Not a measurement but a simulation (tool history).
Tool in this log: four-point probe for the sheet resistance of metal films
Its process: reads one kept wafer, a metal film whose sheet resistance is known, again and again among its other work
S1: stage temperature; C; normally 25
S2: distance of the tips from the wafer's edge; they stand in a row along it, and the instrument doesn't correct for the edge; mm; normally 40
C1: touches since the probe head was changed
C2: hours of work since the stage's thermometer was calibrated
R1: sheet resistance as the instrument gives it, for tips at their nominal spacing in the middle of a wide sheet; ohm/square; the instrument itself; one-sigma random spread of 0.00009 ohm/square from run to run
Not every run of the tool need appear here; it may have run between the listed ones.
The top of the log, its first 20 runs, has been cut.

Run 21, day 14.129: usual settings; C1 24059; C2 522. Result: R1 0.453649 ohm/square.
Run 22, day 14.675: usual settings; C1 24567; C2 528. Result: R1 0.453735 ohm/square.
Run 23, day 15.312: usual settings but S2 56 mm; C1 25165; C2 536. Result: R1 0.453716 ohm/square.
Run 24, day 15.675: usual settings but S1 29 C, S2 26 mm; C1 25506; C2 540. Result: R1 0.451572 ohm/square.
Run 25, day 16.542: usual settings but S1 30 C, S2 17 mm; C1 26315; C2 550. Result: R1 0.451739 ohm/square.
Run 26, day 17.158: usual settings but S1 27 C, S2 10 mm; C1 26895; C2 558. Result: R1 0.456205 ohm/square.
Run 27, day 17.529: usual settings but S1 33 C, S2 3 mm; C1 27242; C2 562. Result: R1 0.487958 ohm/square.
Run 28, day 18.112: usual settings but S1 33 C, S2 3 mm; C1 27789; C2 569. Result: R1 0.487752 ohm/square.
At day 18.212: stage's thermometer calibrated.
Run 29, day 18.521: usual settings but S1 26 C; C1 28153; C2 4. Result: R1 0.453236 ohm/square.
Run 30, day 19.217: usual settings but S2 10 mm; C1 28803; C2 12. Result: R1 0.457576 ohm/square.
At day 19.554: stage's thermometer calibrated, once more.
Run 31, day 19.717: usual settings but S1 23 C, S2 35 mm; C1 29252; C2 2. Result: R1 0.455632 ohm/square.
Run 32, day 20.133: usual settings but S1 35 C; C1 29640; C2 7. Result: R1 0.448048 ohm/square.
Run 33, day 20.562: usual settings but S1 26 C, S2 5 mm; C1 30042; C2 12. Result: R1 0.468684 ohm/square.
Run 34, day 20.975: usual settings but S1 28 C, S2 52 mm; C1 30430; C2 17. Result: R1 0.452409 ohm/square.
Run 35, day 21.617: usual settings but S1 21 C, S2 7 mm; C1 31029; C2 25. Result: R1 0.464918 ohm/square.
Run 36, day 22.421: usual settings but S1 24 C, S2 24 mm; C1 31785; C2 34. Result: R1 0.455459 ohm/square.
Run 37, day 23.158: usual settings but S1 20 C, S2 20 mm; C1 32474; C2 43. Result: R1 0.458664 ohm/square.
Run 38, day 23.929: usual settings but S1 19 C, S2 26 mm; C1 33197; C2 52. Result: R1 0.459036 ohm/square.
Run 39, day 24.671: usual settings but S1 21 C, S2 31 mm; C1 33891; C2 61. Result: R1 0.45748 ohm/square.
Run 40, day 25.133: usual settings but S1 32 C, S2 11 mm; C1 34322; C2 67. Result: R1 0.452963 ohm/square.
Run 41, day 25.658: usual settings but S1 32 C, S2 6 mm; C1 34817; C2 73. Result: R1 0.460623 ohm/square.
Run 42, day 26.108: usual settings but S1 20 C, S2 11 mm; C1 35235; C2 78. Result: R1 0.461218 ohm/square.
Run 43, day 26.496: usual settings but S1 23 C, S2 55 mm; C1 35601; C2 83. Result: R1 0.456026 ohm/square.
Run 44, day 27.158: usual settings but S1 33 C, S2 4 mm; C1 36221; C2 91. Result: R1 0.472655 ohm/square.
Run 45, day 27.75: usual settings but S2 26 mm; C1 36774; C2 98. Result: R1 0.455201 ohm/square.

Consider 3 possible next runs. They are alternatives, not a sequence: every one starts from the tool as it was left by run 45. What does each give?
Run A, day 28.346: usual settings but S2 52 mm; C1 37331; C2 105. Result: R1 ?.
Run B, day 28.346: usual settings but S1 19 C, S2 19 mm; C1 37331; C2 105. Result: R1 ?.
Run C, day 28.346: usual settings but S1 31 C, S2 29 mm; C1 37331; C2 105. Result: R1 ?.

run        R1
  A  0.454946
  B  0.460066
  C  0.451345
The same runs, with their run-to-run variation unchanged, on a tool lacking any hidden condition would have given:
run        R1
  A  0.449502
  B  0.454563
  C  0.445945
